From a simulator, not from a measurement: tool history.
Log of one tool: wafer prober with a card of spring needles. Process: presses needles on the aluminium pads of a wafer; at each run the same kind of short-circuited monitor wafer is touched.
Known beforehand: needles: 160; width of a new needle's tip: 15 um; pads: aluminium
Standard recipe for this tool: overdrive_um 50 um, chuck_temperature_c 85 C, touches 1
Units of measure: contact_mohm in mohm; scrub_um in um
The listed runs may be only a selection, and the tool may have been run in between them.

| run | hour | overdrive_um | chuck_temperature_c | touches | contact_mohm | scrub_um |
|---|---|---|---|---|---|---|
| 1 | 0.0 | 50 | 85 | 1 | 254 | 11.63 |
|  | 8.7 | tips cleaned on abrasive film |
|  | 18.0 | height of the first contact set anew |
|  | 20.8 | tips cleaned on abrasive film |
| 2 | 22.8 | 50 | 85 | 1 | 256 | 11.62 |
|  | 32.6 | tips cleaned on abrasive film |
|  | 44.3 | tips cleaned on abrasive film |
| 3 | 44.3 | 50 | 114 | 1 | 264 | 11.71 |
|  | 56.2 | tips cleaned on abrasive film |
| 4 | 60.6 | 50 | 114 | 1 | 262 | 11.53 |
|  | 68.7 | tips cleaned on abrasive film |
| 5 | 79.7 | 67 | 114 | 1 | 258 | 15.43 |
|  | 80.9 | tips cleaned on abrasive film |
|  | 93.3 | tips cleaned on abrasive film |
| 6 | 97.5 | 67 | 114 | 1 | 262 | 15.44 |
|  | 105.2 | tips cleaned on abrasive film |
| 7 | 116.2 | 67 | 114 | 1 | 259 | 15.25 |
|  | 117.6 | tips cleaned on abrasive film |
| 8 | 126.0 | 67 | 114 | 1 | 260 | 15.16 |
|  | 129.2 | tips cleaned on abrasive film |
| 9 | 137.6 | 67 | 114 | 1 | 258 | 15.27 |
|  | 140.9 | tips cleaned on abrasive film |
| 10 | 148.2 | 67 | 114 | 1 | 258 | 15.24 |
|  | 153.2 | tips cleaned on abrasive film |
|  | 164.8 | tips cleaned on abrasive film |
| 11 | 167.5 | 50 | 42 | 1 | 247 | 11.33 |
|  | 176.6 | tips cleaned on abrasive film |
| 12 | 181.3 | 50 | 85 | 1 | 256 | 11.33 |
|  | 186.8 | gauge calibrated |
|  | 188.2 | tips cleaned on abrasive film |
| 13 | 193.2 | 50 | 85 | 1 | 257 | 11.76 |
|  | 200.9 | tips cleaned on abrasive film |
| 14 | 211.0 | 50 | 85 | 1 | 253 | 11.64 |
|  | 213.1 | tips cleaned on abrasive film |
| 15 | 223.7 | 50 | 85 | 1 | 257 | 11.71 |
|  | 225.9 | tips cleaned on abrasive film |
|  | 237.3 | tips cleaned on abrasive film |
| 16 | 243.2 | 50 | 85 | 1 | 258 | 11.52 |
|  | 250.0 | tips cleaned on abrasive film |
| 17 | 260.3 | 50 | 85 | 1 | 254 | 11.49 |
|  | 261.9 | tips cleaned on abrasive film |
|  | 274.7 | tips cleaned on abrasive film |
| 18 | 279.4 | 50 | 26 | 1 | 239 | 11.59 |
|  | 285.9 | tips cleaned on abrasive film |
| 19 | 292.9 | 50 | 106 | 1 | 261 | 11.54 |
|  | 297.6 | tips cleaned on abrasive film |
| 20 | 303.4 | 43 | 81 | 2 | 255 | 9.86 |
|  | 309.7 | tips cleaned on abrasive film |
|  | 322.5 | tips cleaned on abrasive film |
| 21 | 325.9 | 40 | 83 | 3 | 261 | 9.17 |
|  | 334.0 | tips cleaned on abrasive film |
| 22 | 340.9 | 36 | 35 | 1 | 251 | 8.08 |
|  | 346.2 | tips cleaned on abrasive film |
| 23 | 351.4 | 50 | 40 | 2 | 240 | 11.42 |
|  | 357.9 | tips cleaned on abrasive film |
|  | 369.8 | tips cleaned on abrasive film |
| 24 | 373.7 | 50 | 85 | 1 | 254 | 11.47 |
|  | 381.2 | tips cleaned on abrasive film |
|  | 393.2 | tips cleaned on abrasive film |
| 25 | 396.1 | 65 | 85 | 1 | 253 | 14.75 |
|  | 404.7 | tips cleaned on abrasive film |
|  | 412.0 | gauge calibrated |
| 26 | 412.7 | 36 | 85 | 1 | 260 | 8.40 |
|  | 416.4 | tips cleaned on abrasive film |
|  | 427.9 | tips cleaned on abrasive film |
| 27 | 432.3 | 36 | 28 | 2 | 242 | 8.37 |
|  | 440.9 | tips cleaned on abrasive film |
| 28 | 447.9 | 36 | 28 | 2 | 241 | 8.27 |
|  | 453.5 | tips cleaned on abrasive film |
|  | 464.8 | tips cleaned on abrasive film |
| 29 | 466.0 | 66 | 83 | 1 | 245 | 15.34 |
|  | 476.4 | tips cleaned on abrasive film |
| 30 | 485.8 | 66 | 83 | 1 | 253 | 15.25 |

Below are 4 alternative next runs, each starting from the tool's condition after run 30. Predict each:
|  | 487.7 | tips cleaned on abrasive film |
|  | 499.2 | tips cleaned on abrasive film |
| A | 504.2 | 59 | 67 | 1 | ? | ? |
|  | 487.7 | tips cleaned on abrasive film |
|  | 499.2 | tips cleaned on abrasive film |
| B | 504.2 | 66 | 46 | 1 | ? | ? |
|  | 487.7 | tips cleaned on abrasive film |
|  | 499.2 | tips cleaned on abrasive film |
| C | 504.2 | 52 | 30 | 1 | ? | ? |
|  | 487.7 | tips cleaned on abrasive film |
|  | 499.2 | tips cleaned on abrasive film |
| D | 504.2 | 30 | 44 | 3 | ? | ? |

| run | contact_mohm | scrub_um |
|---|---|---|
| A | 248 | 13.60 |
| B | 240 | 15.05 |
| C | 238 | 12.01 |
| D | 253 | 6.97 |
Stripped of hidden state, with their random variation kept, the same runs would have yielded:
| run | contact_mohm | scrub_um |
|---|---|---|
| A | 248 | 13.80 |
| B | 240 | 15.27 |
| C | 238 | 12.19 |
| D | 253 | 7.08 |
